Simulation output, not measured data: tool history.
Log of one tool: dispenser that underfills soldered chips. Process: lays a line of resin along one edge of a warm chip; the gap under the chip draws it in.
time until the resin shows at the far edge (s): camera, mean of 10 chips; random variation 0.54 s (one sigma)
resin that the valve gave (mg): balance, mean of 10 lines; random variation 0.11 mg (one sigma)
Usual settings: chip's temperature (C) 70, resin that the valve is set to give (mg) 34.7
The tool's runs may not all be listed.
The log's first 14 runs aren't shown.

run	hour	chip's temperature (C)	resin that the valve is set to give (mg)	hours of work since the syringe was changed	hours of work since the valve was cleaned	hours of work since the stage was calibrated	time until the resin shows at the far edge (s)	resin that the valve gave (mg)
15	143	70	34.3	10	27	133	113.6	34
# hour 145.1: new syringe of resin
16	156.5	70	40.9	7	35	141	85.3	40.34
# hour 163.8: new syringe of resin
17	171.9	70	30.5	5	44	150	75.3	29.79
# hour 182.7: new syringe of resin
18	183.5	64	30.2	0	51	157	66.2	29.48
19	192.6	64	30.2	6	57	163	107.6	29.49
# hour 201.5: new syringe of resin
20	207.9	69	32.8	4	66	172	69.3	31.74
# hour 213.2: dispensing valve cleaned and set on the balance
21	216.8	69	32.8	9	2	177	106.9	32.77
# hour 221.1: new syringe of resin
22	228.7	78	30.3	5	9	184	54	30.04
23	237.6	79	34.7	10	15	190	80.9	34.42
# hour 239.9: new syringe of resin
24	246.1	79	34.7	4	20	195	46.3	34.33
25	252.4	61	37.2	8	24	199	130.9	36.85
# hour 258.4: new syringe of resin
26	262.2	58	36.5	2	30	205	99.2	36.12
27	270.6	75	39.8	8	35	210	74.1	39.32
# hour 276.6: new syringe of resin
28	279.3	69	38.8	2	40	215	56.9	38.25
29	290.3	69	38.8	8	47	222	101	38.17
# hour 295: new syringe of resin
30	304	69	38.8	6	55	230	81	38.29
31	311.3	67	36.9	10	60	235	129.3	36.07
# hour 313.9: new syringe of resin
# hour 327: dispensing valve cleaned and set on the balance
32	327	73	39.9	8	0	243	80	39.94
# hour 333.3: new syringe of resin
33	341	55	36	5	8	252	139.9	35.97
# hour 351.6: new syringe of resin
34	354.1	57	38.2	2	16	260	96.5	37.99

Forecast each of these 4 alternatives for the next run:
A	360.9	75	40.9	6	21	264	?	?
B	360.9	78	41.9	6	21	264	?	?
C	360.9	68	39.3	6	21	264	?	?
D	360.9	80	40.6	6	21	264	?	?

run	time until the resin shows at the far edge (s)	resin that the valve gave (mg)
A	64.8	40.79
B	57.3	41.47
C	84.3	39.01
D	52.5	40.21
Without the tool's hidden state the same runs would have given:
run	time until the resin shows at the far edge (s)	resin that the valve gave (mg)
A	36.4	41.1
B	32.4	41.79
C	47.3	39.31
D	29.5	40.51
